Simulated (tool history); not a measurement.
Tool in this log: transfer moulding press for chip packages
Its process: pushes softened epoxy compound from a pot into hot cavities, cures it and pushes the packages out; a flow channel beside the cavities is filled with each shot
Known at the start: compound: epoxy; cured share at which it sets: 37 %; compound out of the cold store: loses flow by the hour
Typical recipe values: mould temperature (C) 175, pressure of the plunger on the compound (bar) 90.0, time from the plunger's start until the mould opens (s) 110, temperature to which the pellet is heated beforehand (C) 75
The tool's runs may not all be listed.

run,hour,mould temperature (C),pressure of the plunger on the compound (bar),time from the plunger's start until the mould opens (s),temperature to which the pellet is heated beforehand (C),incoming compound's hours out of the cold store,length that the compound runs in the flow channel (mm),greatest force on the pins that push the packages out (N)
1,0.0,175,90.0,110,75,27.1,687,327
2,19.1,175,90.0,110,75,33.0,666,359
3,44.8,175,90.0,110,75,39.6,648,382
# hour 48.0: cavities cleaned with cleaning compound and waxed
4,73.6,175,90.0,110,75,37.1,651,434
5,93.6,175,90.0,110,75,34.3,660,447
# hour 113.0: cavities cleaned with cleaning compound and waxed
6,116.4,175,90.0,110,75,39.8,644,297
7,137.6,175,90.0,110,75,13.8,720,373
8,156.3,175,90.0,110,75,46.9,624,363
9,171.7,175,90.0,110,76,29.2,672,398
# hour 176.8: cavities cleaned with cleaning compound and waxed
# hour 195.2: cavities cleaned with cleaning compound and waxed, once more
10,200.8,173,90.0,110,76,9.4,735,378
11,227.8,173,90.0,110,76,36.8,650,406
# hour 240.6: plunger's sealing rings changed
12,247.5,173,90.0,110,76,24.9,713,440
# hour 261.9: cavities cleaned with cleaning compound and waxed
13,262.2,173,90.0,110,76,39.4,669,330
14,290.0,182,90.0,128,76,42.2,647,243
15,309.7,182,95.7,128,84,41.3,666,263
# hour 325.6: cavities cleaned with cleaning compound and waxed
16,331.3,182,95.7,128,66,9.1,767,212
17,356.0,182,95.7,128,66,35.9,679,251
18,368.7,182,107.2,128,68,28.7,742,260
19,384.5,175,104.3,110,73,18.2,779,427
# hour 390.1: cavities cleaned with cleaning compound and waxed
20,406.7,175,104.3,110,73,37.1,715,330
# hour 412.6: mould's thermocouples calibrated
21,422.0,175,104.3,110,73,32.0,729,352
22,443.3,175,75.5,111,73,11.2,679,367
# hour 456.0: cavities cleaned with cleaning compound and waxed
23,469.9,175,90.0,127,75,9.0,747,265

Alternative continuations, all from the tool just after run 23; predict every row:
A,483.7,171,90.0,127,75,43.5,?,?
B,483.7,175,99.6,113,69,12.3,?,?
C,483.7,175,79.0,108,65,22.8,?,?
D,483.7,175,73.0,127,75,27.8,?,?

run,length that the compound runs in the flow channel (mm),greatest force on the pins that push the packages out (N)
A,648,321
B,773,353
C,658,380
D,616,278
Take away the tool's hidden state, keep each run's random variation, and the runs would have read:
run,length that the compound runs in the flow channel (mm),greatest force on the pins that push the packages out (N)
A,663,261
B,792,289
C,674,310
D,632,225
